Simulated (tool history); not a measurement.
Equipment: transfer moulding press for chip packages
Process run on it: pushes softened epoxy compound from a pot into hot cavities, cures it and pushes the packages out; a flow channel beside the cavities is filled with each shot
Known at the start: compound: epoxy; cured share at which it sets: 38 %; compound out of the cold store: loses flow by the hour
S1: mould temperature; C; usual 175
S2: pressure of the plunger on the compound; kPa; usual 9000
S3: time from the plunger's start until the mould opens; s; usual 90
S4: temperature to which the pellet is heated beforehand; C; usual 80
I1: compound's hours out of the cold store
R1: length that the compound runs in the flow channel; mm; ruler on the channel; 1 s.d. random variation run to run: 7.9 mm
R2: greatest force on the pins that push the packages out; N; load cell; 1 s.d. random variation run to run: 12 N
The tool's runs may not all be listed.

run	hour	S1	S2	S3	S4	I1	R1	R2
1	0.0	175	9000	90	80	40.8	769	638
2	10.6	175	9000	90	80	22.4	821	721
3	20.3	175	10060	90	80	37.4	833	763
# hour 28.6: cavities cleaned with cleaning compound and waxed
4	28.8	175	10060	90	80	39.2	813	558
5	36.6	175	10060	90	80	31.6	837	613
6	45.8	175	10060	90	80	35.9	835	656
7	60.7	175	10060	90	80	12.0	891	772
# hour 67.0: cavities cleaned with cleaning compound and waxed
8	75.4	175	9000	90	74	20.6	825	662
9	90.3	175	9000	90	74	27.4	800	741
10	103.0	175	9970	90	74	41.1	791	730
# hour 105.3: cavities cleaned with cleaning compound and waxed
# hour 116.2: plunger's sealing rings changed
11	121.0	175	9970	90	74	23.1	933	687
12	135.0	175	9970	90	74	45.4	871	739
# hour 145.9: cavities cleaned with cleaning compound and waxed
13	150.5	175	9970	90	74	40.8	858	603
14	159.2	175	9000	90	80	36.7	837	636
15	170.8	175	9000	90	80	31.9	857	697
16	181.8	175	8270	119	80	18.9	842	546
# hour 184.0: cavities cleaned with cleaning compound and waxed
17	193.5	175	7040	90	80	46.1	714	593
18	207.0	181	7040	99	80	17.4	764	528
19	217.2	181	7040	99	80	41.5	702	563
# hour 222.2: cavities cleaned with cleaning compound and waxed
20	226.7	181	9000	90	78	11.0	874	503
21	240.6	168	9000	90	83	37.4	857	1124
22	249.9	175	9740	90	80	16.9	913	743
23	257.1	175	9420	107	87	24.0	880	615
# hour 260.8: cavities cleaned with cleaning compound and waxed
24	272.0	180	10280	122	80	10.2	919	477
25	283.5	177	9000	90	80	40.2	806	639
26	295.1	178	9970	90	80	32.0	860	659
# hour 298.8: cavities cleaned with cleaning compound and waxed
27	306.9	182	8970	90	76	27.4	808	474
28	316.0	178	9690	90	80	33.9	829	577
29	322.8	178	9690	90	80	15.3	885	626

Alternative continuations, all from the tool just after run 29; predict every row:
# hour 336.8: cavities cleaned with cleaning compound and waxed
A	338.5	178	9690	90	73	26.1	?	?
# hour 336.8: cavities cleaned with cleaning compound and waxed
B	338.5	178	9690	113	74	11.0	?	?
# hour 336.8: cavities cleaned with cleaning compound and waxed
C	338.5	179	9690	129	80	24.6	?	?

run	R1	R2
A	858	521
B	892	434
C	855	407
Without the tool's hidden state the same runs would have given:
run	R1	R2
A	903	492
B	939	419
C	900	397
